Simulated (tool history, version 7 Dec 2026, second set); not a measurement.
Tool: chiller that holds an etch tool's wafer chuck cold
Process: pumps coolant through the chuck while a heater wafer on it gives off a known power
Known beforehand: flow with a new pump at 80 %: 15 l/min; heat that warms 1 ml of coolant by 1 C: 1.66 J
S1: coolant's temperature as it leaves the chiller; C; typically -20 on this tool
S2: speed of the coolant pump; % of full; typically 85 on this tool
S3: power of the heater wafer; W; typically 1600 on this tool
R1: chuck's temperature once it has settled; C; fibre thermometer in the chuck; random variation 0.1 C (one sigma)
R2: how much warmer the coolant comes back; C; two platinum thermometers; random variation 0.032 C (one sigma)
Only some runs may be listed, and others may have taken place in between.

Run 1, hour 0: usual settings. Result: R1 -9.3 C, R2 4.03 C.
Run 2, hour 59.7: usual settings but S2 83 % of full. Result: R1 -9.2 C, R2 4.17 C.
Run 3, hour 148.7: usual settings but S2 83 % of full. Result: R1 -9.1 C, R2 4.13 C.
Run 4, hour 207.5: usual settings but S2 83 % of full, S3 944 W. Result: R1 -13.6 C, R2 2.53 C.
Run 5, hour 282.1: usual settings but S2 83 % of full, S3 944 W. Result: R1 -13.2 C, R2 2.48 C.
Run 6, hour 348.2: usual settings but S2 83 % of full, S3 944 W. Result: R1 -13.4 C, R2 2.47 C.
Run 7, hour 404.8: usual settings but S2 83 % of full, S3 944 W. Result: R1 -13.3 C, R2 2.5 C.
Run 8, hour 515.6: usual settings but S3 1536 W. Result: R1 -9.3 C, R2 3.94 C.
Run 9, hour 631.7: usual settings. Result: R1 -8.6 C, R2 4.12 C.
Run 10, hour 684.3: usual settings but S2 88 % of full. Result: R1 -9.1 C, R2 3.91 C.
Run 11, hour 759: usual settings but S2 88 % of full. Result: R1 -9 C, R2 3.94 C.
At hour 768.7: chiller's thermometer calibrated.
Run 12, hour 872.5: usual settings but S2 88 % of full. Result: R1 -8.7 C, R2 3.92 C.
Run 13, hour 942.5: usual settings but S1 -15 C. Result: R1 -3.5 C, R2 4.09 C.
At hour 996: chiller's thermometer calibrated, once more.
Run 14, hour 1064.2: usual settings but S1 -15 C. Result: R1 -3.7 C, R2 4.11 C.
Run 15, hour 1161.3: usual settings but S1 -28 C, S2 86 % of full, S3 1308 W. Result: R1 -18.8 C, R2 3.28 C.
Run 16, hour 1274.8: usual settings but S1 -17 C, S2 61 % of full. Result: R1 -2.2 C, R2 5.69 C.
Run 17, hour 1397.5: usual settings but S1 -24 C, S2 84 % of full, S3 915 W. Result: R1 -17.1 C, R2 2.38 C.

For run 18, what comes out?
Run 18, hour 1509: usual settings but S2 96 % of full, S3 1189 W. Result: R1 ?, R2 ?.

R1: -12.2 C
R2: 2.8 C
With the hidden condition absent and the run-to-run variation left alone, this run would have shown R1 -13.7 C, R2 2.44 C.
